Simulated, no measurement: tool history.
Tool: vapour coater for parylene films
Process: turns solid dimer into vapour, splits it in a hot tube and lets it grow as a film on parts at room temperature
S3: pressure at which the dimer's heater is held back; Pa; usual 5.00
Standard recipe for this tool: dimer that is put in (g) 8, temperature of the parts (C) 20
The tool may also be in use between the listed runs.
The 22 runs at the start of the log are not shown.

{"run": 23, "hour": 696.8, "dimer that is put in (g)": 8, "temperature of the parts (C)": 20, "S3": 6.93, "thickness of the film (um)": 2.95}
{"run": 24, "hour": 731.7, "dimer that is put in (g)": 6, "temperature of the parts (C)": 25, "S3": 5.0, "thickness of the film (um)": 1.94}
{"run": 25, "hour": 765.6, "dimer that is put in (g)": 6, "temperature of the parts (C)": 25, "S3": 5.0, "thickness of the film (um)": 1.93}
{"run": 26, "hour": 800.4, "dimer that is put in (g)": 8, "temperature of the parts (C)": 13, "S3": 3.47, "thickness of the film (um)": 4.51}
{"run": 27, "hour": 829.8, "dimer that is put in (g)": 12, "temperature of the parts (C)": 24, "S3": 5.0, "thickness of the film (um)": 4.0}
{"run": 28, "hour": 857.8, "dimer that is put in (g)": 12, "temperature of the parts (C)": 24, "S3": 5.0, "thickness of the film (um)": 3.93}
{"hour": 883.9, "done": "trap's valve overhauled"}
{"run": 29, "hour": 883.9, "dimer that is put in (g)": 7, "temperature of the parts (C)": 20, "S3": 9.35, "thickness of the film (um)": 2.77}
{"run": 30, "hour": 913.3, "dimer that is put in (g)": 7, "temperature of the parts (C)": 20, "S3": 9.35, "thickness of the film (um)": 2.75}
{"run": 31, "hour": 939.2, "dimer that is put in (g)": 7, "temperature of the parts (C)": 20, "S3": 9.35, "thickness of the film (um)": 2.73}
{"run": 32, "hour": 979.9, "dimer that is put in (g)": 9, "temperature of the parts (C)": 21, "S3": 6.65, "thickness of the film (um)": 3.67}
{"run": 33, "hour": 1002.8, "dimer that is put in (g)": 9, "temperature of the parts (C)": 21, "S3": 10.68, "thickness of the film (um)": 3.27}
{"run": 34, "hour": 1022.5, "dimer that is put in (g)": 5, "temperature of the parts (C)": 25, "S3": 5.11, "thickness of the film (um)": 1.85}
{"run": 35, "hour": 1042.7, "dimer that is put in (g)": 6, "temperature of the parts (C)": 20, "S3": 10.25, "thickness of the film (um)": 2.26}
{"run": 36, "hour": 1065.1, "dimer that is put in (g)": 6, "temperature of the parts (C)": 14, "S3": 11.76, "thickness of the film (um)": 2.81}
{"run": 37, "hour": 1093.3, "dimer that is put in (g)": 6, "temperature of the parts (C)": 14, "S3": 11.76, "thickness of the film (um)": 2.8}
{"run": 38, "hour": 1135.7, "dimer that is put in (g)": 8, "temperature of the parts (C)": 14, "S3": 11.76, "thickness of the film (um)": 3.68}
{"run": 39, "hour": 1156.0, "dimer that is put in (g)": 8, "temperature of the parts (C)": 14, "S3": 2.32, "thickness of the film (um)": 5.39}
{"run": 40, "hour": 1188.4, "dimer that is put in (g)": 8, "temperature of the parts (C)": 14, "S3": 2.32, "thickness of the film (um)": 5.45}
{"run": 41, "hour": 1215.2, "dimer that is put in (g)": 4, "temperature of the parts (C)": 13, "S3": 8.64, "thickness of the film (um)": 2.09}
{"run": 42, "hour": 1248.7, "dimer that is put in (g)": 4, "temperature of the parts (C)": 13, "S3": 8.64, "thickness of the film (um)": 2.04}
{"run": 43, "hour": 1281.1, "dimer that is put in (g)": 4, "temperature of the parts (C)": 13, "S3": 8.64, "thickness of the film (um)": 2.08}

Forecast each of these 5 alternatives for the next run:
{"run": "A", "hour": 1316.0, "dimer that is put in (g)": 4, "temperature of the parts (C)": 13, "S3": 9.25, "thickness of the film (um)": "?"}
{"run": "B", "hour": 1316.0, "dimer that is put in (g)": 4, "temperature of the parts (C)": 30, "S3": 3.13, "thickness of the film (um)": "?"}
{"run": "C", "hour": 1316.0, "dimer that is put in (g)": 9, "temperature of the parts (C)": 18, "S3": 5.0, "thickness of the film (um)": "?"}
{"run": "D", "hour": 1316.0, "dimer that is put in (g)": 8, "temperature of the parts (C)": 20, "S3": 8.25, "thickness of the film (um)": "?"}
{"run": "E", "hour": 1316.0, "dimer that is put in (g)": 12, "temperature of the parts (C)": 13, "S3": 8.64, "thickness of the film (um)": "?"}

run=A thickness_of_the_film_(um)=2.04
run=B thickness_of_the_film_(um)=1.31
run=C thickness_of_the_film_(um)=4.23
run=D thickness_of_the_film_(um)=3.14
run=E thickness_of_the_film_(um)=6.07
The same runs, with their run-to-run variation unchanged, on a tool lacking any hidden condition would have given:
run=A thickness_of_the_film_(um)=2.06
run=B thickness_of_the_film_(um)=1.33
run=C thickness_of_the_film_(um)=4.28
run=D thickness_of_the_film_(um)=3.18
run=E thickness_of_the_film_(um)=6.14

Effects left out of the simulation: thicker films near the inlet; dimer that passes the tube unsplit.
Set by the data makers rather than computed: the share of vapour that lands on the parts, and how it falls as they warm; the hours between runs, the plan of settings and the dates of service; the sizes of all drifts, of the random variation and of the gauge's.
